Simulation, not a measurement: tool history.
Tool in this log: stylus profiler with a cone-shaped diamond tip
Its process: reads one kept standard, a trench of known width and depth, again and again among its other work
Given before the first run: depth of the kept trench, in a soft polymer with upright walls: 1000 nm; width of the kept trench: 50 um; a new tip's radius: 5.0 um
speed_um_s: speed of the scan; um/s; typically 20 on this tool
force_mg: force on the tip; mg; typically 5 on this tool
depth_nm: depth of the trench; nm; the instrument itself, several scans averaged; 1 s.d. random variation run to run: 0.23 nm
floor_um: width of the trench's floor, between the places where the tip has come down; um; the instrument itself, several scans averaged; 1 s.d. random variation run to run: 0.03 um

| run | hour | speed_um_s | force_mg | depth_nm | floor_um |
|---|---|---|---|---|---|
| 1 | 0 | 20 | 5 | 1023.61 | 43.99 |
| 2 | 105.4 | 20 | 5 | 1023.26 | 44.01 |
| 3 | 187.6 | 20 | 5 | 1023.57 | 43.98 |
| 4 | 241.8 | 20 | 5 | 1023.45 | 43.98 |
| 5 | 335.7 | 20 | 5 | 1023.22 | 43.92 |
| 6 | 415.2 | 20 | 5 | 1023.44 | 43.93 |
| 7 | 493.8 | 20 | 5 | 1023.5 | 43.94 |
| 8 | 540 | 20 | 5 | 1023.34 | 43.99 |
| 9 | 642.8 | 20 | 5 | 1023.48 | 44.01 |
| 10 | 747 | 20 | 5 | 1023.54 | 43.96 |
| 11 | 808.9 | 58 | 5 | 1023.59 | 43.94 |
| 12 | 891 | 58 | 5 | 1023.45 | 43.92 |
| 13 | 993.3 | 44 | 5 | 1023.89 | 43.94 |
| 14 | 1046.8 | 20 | 4.1 | 1020.52 | 43.98 |
| 15 | 1109.4 | 20 | 4.1 | 1020.63 | 44.02 |
| 16 | 1188.7 | 7 | 2.56 | 1015.31 | 44.02 |
| 17 | 1244.8 | 37 | 3.56 | 1018.12 | 43.93 |
| 18 | 1341.9 | 37 | 3.38 | 1017.84 | 43.86 |
| 19 | 1409.3 | 77 | 11.11 | 1040.04 | 43.86 |
| 20 | 1508.1 | 20 | 3.53 | 1019.18 | 43.97 |
| 21 | 1583.5 | 20 | 3.53 | 1018.66 | 43.99 |
| 22 | 1671.6 | 12 | 2.75 | 1015.73 | 44.03 |
| 23 | 1773.1 | 11 | 7.13 | 1029.73 | 44.03 |
| 24 | 1833.8 | 5 | 1.7 | 1011.44 | 44 |

What if the next run were any one of these 3? Each begins from the tool's condition after run 24:
| A | 1899.1 | 29 | 11.38 | ? | ? |
| B | 1899.1 | 67 | 1.67 | ? | ? |
| C | 1899.1 | 6 | 2.08 | ? | ? |

| run | depth_nm | floor_um |
|---|---|---|
| A | 1040.71 | 43.98 |
| B | 1011.15 | 43.85 |
| C | 1013.26 | 43.95 |
The same runs, with their run-to-run variation unchanged, on a tool lacking any hidden condition would have given:
| run | depth_nm | floor_um |
|---|---|---|
| A | 1040.7 | 43.98 |
| B | 1011.14 | 43.86 |
| C | 1013.25 | 43.95 |
